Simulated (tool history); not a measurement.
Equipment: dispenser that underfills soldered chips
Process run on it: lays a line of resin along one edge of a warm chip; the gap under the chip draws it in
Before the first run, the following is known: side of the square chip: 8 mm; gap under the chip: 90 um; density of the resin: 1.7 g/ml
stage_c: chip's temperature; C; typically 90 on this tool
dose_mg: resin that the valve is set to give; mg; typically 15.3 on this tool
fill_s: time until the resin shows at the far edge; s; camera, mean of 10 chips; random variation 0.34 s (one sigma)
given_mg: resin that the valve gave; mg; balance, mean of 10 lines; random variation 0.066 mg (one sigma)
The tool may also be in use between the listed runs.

run	hour	stage_c	dose_mg	fill_s	given_mg
1	0.0	90	15.3	18.8	15.02
# hour 6.3: new syringe of resin
2	7.8	90	15.3	16.5	14.96
3	12.7	90	15.3	19.6	14.98
# hour 17.6: new syringe of resin
4	18.2	90	15.3	16.2	14.76
5	24.6	90	17.3	20.6	16.70
# hour 28.4: new syringe of resin
6	34.6	95	17.8	16.7	17.08
# hour 39.4: new syringe of resin
7	41.8	100	15.0	13.6	14.35

Expected results for the next run?
# hour 50.5: new syringe of resin
8	52.8	93	15.0	?	?

Logged for run 8: fill_s 15.9 s, given_mg 14.16 mg.
On a tool with no hidden condition, and with the same random variation, this run would have come out at fill_s 15.0 s, given_mg 14.89 mg.
